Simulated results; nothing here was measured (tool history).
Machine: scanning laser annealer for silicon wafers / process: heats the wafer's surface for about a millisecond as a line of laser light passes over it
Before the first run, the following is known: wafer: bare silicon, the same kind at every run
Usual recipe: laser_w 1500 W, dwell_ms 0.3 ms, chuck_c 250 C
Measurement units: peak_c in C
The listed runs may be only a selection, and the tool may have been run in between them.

{"run": 1, "hour": 0.0, "laser_w": 1500, "dwell_ms": 0.3, "chuck_c": 250, "peak_c": 995}
{"run": 2, "hour": 11.3, "laser_w": 1500, "dwell_ms": 0.3, "chuck_c": 250, "peak_c": 993}
{"run": 3, "hour": 28.8, "laser_w": 1500, "dwell_ms": 0.3, "chuck_c": 250, "peak_c": 993}
{"run": 4, "hour": 39.8, "laser_w": 1500, "dwell_ms": 0.3, "chuck_c": 250, "peak_c": 993}
{"hour": 57.4, "done": "window over the wafer cleaned"}
{"run": 5, "hour": 57.4, "laser_w": 1583, "dwell_ms": 0.3, "chuck_c": 250, "peak_c": 1077}
{"run": 6, "hour": 75.5, "laser_w": 1500, "dwell_ms": 0.271, "chuck_c": 250, "peak_c": 982}
{"run": 7, "hour": 84.4, "laser_w": 1500, "dwell_ms": 0.271, "chuck_c": 250, "peak_c": 984}
{"run": 8, "hour": 99.5, "laser_w": 1500, "dwell_ms": 0.333, "chuck_c": 250, "peak_c": 1053}
{"run": 9, "hour": 108.9, "laser_w": 1500, "dwell_ms": 0.333, "chuck_c": 250, "peak_c": 1050}
{"run": 10, "hour": 124.3, "laser_w": 1500, "dwell_ms": 0.3, "chuck_c": 250, "peak_c": 1018}
{"run": 11, "hour": 136.2, "laser_w": 1500, "dwell_ms": 0.3, "chuck_c": 241, "peak_c": 1008}
{"run": 12, "hour": 149.6, "laser_w": 1500, "dwell_ms": 0.3, "chuck_c": 241, "peak_c": 1008}
{"run": 13, "hour": 158.7, "laser_w": 1500, "dwell_ms": 0.3, "chuck_c": 241, "peak_c": 1003}
{"run": 14, "hour": 173.9, "laser_w": 1500, "dwell_ms": 0.3, "chuck_c": 241, "peak_c": 1009}
{"run": 15, "hour": 182.9, "laser_w": 1500, "dwell_ms": 0.3, "chuck_c": 250, "peak_c": 1012}
{"run": 16, "hour": 203.5, "laser_w": 1500, "dwell_ms": 0.212, "chuck_c": 250, "peak_c": 908}
{"run": 17, "hour": 214.1, "laser_w": 1500, "dwell_ms": 0.212, "chuck_c": 250, "peak_c": 906}
{"run": 18, "hour": 228.5, "laser_w": 1500, "dwell_ms": 0.247, "chuck_c": 250, "peak_c": 952}
{"run": 19, "hour": 247.3, "laser_w": 1500, "dwell_ms": 0.247, "chuck_c": 250, "peak_c": 950}
{"run": 20, "hour": 259.4, "laser_w": 1491, "dwell_ms": 0.219, "chuck_c": 262, "peak_c": 921}
{"run": 21, "hour": 279.1, "laser_w": 1386, "dwell_ms": 0.342, "chuck_c": 248, "peak_c": 971}
{"run": 22, "hour": 292.5, "laser_w": 1386, "dwell_ms": 0.261, "chuck_c": 260, "peak_c": 903}
{"run": 23, "hour": 302.5, "laser_w": 1386, "dwell_ms": 0.261, "chuck_c": 260, "peak_c": 904}
{"run": 24, "hour": 321.8, "laser_w": 1500, "dwell_ms": 0.3, "chuck_c": 245, "peak_c": 1002}
{"run": 25, "hour": 337.8, "laser_w": 1494, "dwell_ms": 0.3, "chuck_c": 218, "peak_c": 970}
{"run": 26, "hour": 352.3, "laser_w": 1500, "dwell_ms": 0.372, "chuck_c": 266, "peak_c": 1096}
{"run": 27, "hour": 368.8, "laser_w": 1614, "dwell_ms": 0.367, "chuck_c": 234, "peak_c": 1142}
{"run": 28, "hour": 379.0, "laser_w": 1520, "dwell_ms": 0.293, "chuck_c": 234, "peak_c": 998}
{"run": 29, "hour": 393.2, "laser_w": 1339, "dwell_ms": 0.313, "chuck_c": 267, "peak_c": 928}
{"run": 30, "hour": 404.0, "laser_w": 1561, "dwell_ms": 0.3, "chuck_c": 250, "peak_c": 1043}
{"hour": 421.8, "done": "optics aligned, line set to its width"}
{"run": 31, "hour": 427.2, "laser_w": 1381, "dwell_ms": 0.286, "chuck_c": 243, "peak_c": 918}
{"run": 32, "hour": 439.1, "laser_w": 1381, "dwell_ms": 0.286, "chuck_c": 243, "peak_c": 914}
{"run": 33, "hour": 459.8, "laser_w": 1410, "dwell_ms": 0.286, "chuck_c": 243, "peak_c": 933}
{"run": 34, "hour": 479.9, "laser_w": 1410, "dwell_ms": 0.286, "chuck_c": 243, "peak_c": 931}
{"run": 35, "hour": 491.8, "laser_w": 1484, "dwell_ms": 0.356, "chuck_c": 233, "peak_c": 1043}
{"run": 36, "hour": 509.4, "laser_w": 1484, "dwell_ms": 0.356, "chuck_c": 233, "peak_c": 1043}
{"run": 37, "hour": 518.7, "laser_w": 1500, "dwell_ms": 0.323, "chuck_c": 250, "peak_c": 1036}
{"run": 38, "hour": 529.6, "laser_w": 1500, "dwell_ms": 0.323, "chuck_c": 250, "peak_c": 1035}

Some steps in peak_c, run to run, broken into two amounts with sign: the step expected even without the hidden condition (settings, incoming material, random variation), and the rest, left for the hidden condition together with whatever gauge scatter is not in both the measured and the hidden-condition-free result:
What the log doesn't record here: light that passes the window, % of a clean one's; laser's true power over the reading, %; width of the line over the set one, %; drift of the gauge itself on peak_c, C.
Run 4 -> 5: laser_w 1500 -> 1583, window over the wafer cleaned. peak_c +84 C: hidden state +25, all else +59.
Run 25 -> 26: laser_w 1494 -> 1500, dwell_ms 0.3 -> 0.372, chuck_c 218 -> 266. peak_c +126 C: hidden state -4, all else +130.
Run 27 -> 28: laser_w 1614 -> 1520, dwell_ms 0.367 -> 0.293. peak_c -144 C: hidden state +6, all else -150.
Run 29 -> 30: laser_w 1339 -> 1561, dwell_ms 0.313 -> 0.3, chuck_c 267 -> 250. peak_c +115 C: hidden state -7, all else +122.
Run 30 -> 31: laser_w 1561 -> 1381, dwell_ms 0.3 -> 0.286, chuck_c 250 -> 243, optics aligned, line set to its width. peak_c -125 C: hidden state +16, all else -141.

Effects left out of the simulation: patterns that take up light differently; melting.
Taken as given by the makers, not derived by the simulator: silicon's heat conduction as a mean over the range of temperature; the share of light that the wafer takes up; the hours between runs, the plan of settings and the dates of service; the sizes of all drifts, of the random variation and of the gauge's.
